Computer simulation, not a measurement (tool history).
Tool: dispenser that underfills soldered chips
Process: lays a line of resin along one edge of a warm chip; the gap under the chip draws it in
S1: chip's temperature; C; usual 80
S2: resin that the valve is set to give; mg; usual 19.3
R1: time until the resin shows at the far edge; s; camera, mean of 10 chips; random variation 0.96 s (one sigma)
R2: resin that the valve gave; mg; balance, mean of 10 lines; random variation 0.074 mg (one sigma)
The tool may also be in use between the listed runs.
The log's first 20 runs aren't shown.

Run 21, hour 155.2: usual settings but S1 83 C, S2 24.1 mg. Result: R1 112.2 s, R2 23.74 mg.
At hour 158.6: dispensing valve cleaned and set on the balance.
At hour 163.5: new syringe of resin.
Run 22, hour 164.8: usual settings but S1 82 C, S2 20.7 mg. Result: R1 87.2 s, R2 20.65 mg.
Run 23, hour 175.8: usual settings but S1 82 C, S2 20.7 mg. Result: R1 124 s, R2 20.54 mg.
At hour 182.5: new syringe of resin.
Run 24, hour 186.2: usual settings but S1 82 C, S2 20.7 mg. Result: R1 89.9 s, R2 20.48 mg.
Run 25, hour 195.7: usual settings but S1 86 C, S2 16.6 mg. Result: R1 117.5 s, R2 16.4 mg.
At hour 201: new syringe of resin.
Run 26, hour 201.5: usual settings but S1 86 C, S2 16.6 mg. Result: R1 76.9 s, R2 16.32 mg.
Run 27, hour 208.6: usual settings but S1 86 C, S2 16.6 mg. Result: R1 98.9 s, R2 16.38 mg.
At hour 219.7: new syringe of resin.
Run 28, hour 219.7: usual settings but S1 77 C, S2 19.1 mg. Result: R1 93.7 s, R2 18.75 mg.
Run 29, hour 225.1: usual settings but S1 84 C, S2 19.1 mg. Result: R1 91.9 s, R2 18.93 mg.
At hour 232.6: dispensing valve cleaned and set on the balance.
Run 30, hour 237.1: usual settings but S1 85 C, S2 17.7 mg. Result: R1 131.7 s, R2 17.78 mg.
At hour 239.5: new syringe of resin.
Run 31, hour 247.9: usual settings but S1 91 C, S2 23.8 mg. Result: R1 80.1 s, R2 23.81 mg.
Run 32, hour 254.5: usual settings but S1 91 C, S2 23.8 mg. Result: R1 103.5 s, R2 23.71 mg.
At hour 258: new syringe of resin.
Run 33, hour 264.5: usual settings but S1 91 C, S2 23.8 mg. Result: R1 76.3 s, R2 23.76 mg.
Run 34, hour 270.8: usual settings but S1 89 C, S2 23.3 mg. Result: R1 99.3 s, R2 23.21 mg.
At hour 276.8: new syringe of resin.
Run 35, hour 278.3: usual settings but S1 89 C, S2 23.3 mg. Result: R1 68.9 s, R2 23.04 mg.

5 ways to go on from here, each from the tool as it stands after run 35. What would each give?
Run A, hour 284.6: usual settings but S1 89 C, S2 23.9 mg. Result: R1 ?, R2 ?.
Run B, hour 284.6: usual settings but S1 68 C, S2 22.7 mg. Result: R1 ?, R2 ?.
Run C, hour 284.6: usual settings but S1 88 C, S2 16.8 mg. Result: R1 ?, R2 ?.
Run D, hour 284.6: usual settings but S1 67 C, S2 16.6 mg. Result: R1 ?, R2 ?.
Run E, hour 284.6: usual settings but S1 89 C, S2 18.3 mg. Result: R1 ?, R2 ?.

run     R1     R2
  A   85.1  23.42
  B  153.9  22.37
  C   92.6  16.59
  D  171.1  16.51
  E   87.8  18.09
Without the tool's hidden state the same runs would have given:
run     R1     R2
  A   69.2  23.75
  B    126  22.69
  C     75  16.82
  D  139.6  16.74
  E   71.2  18.35
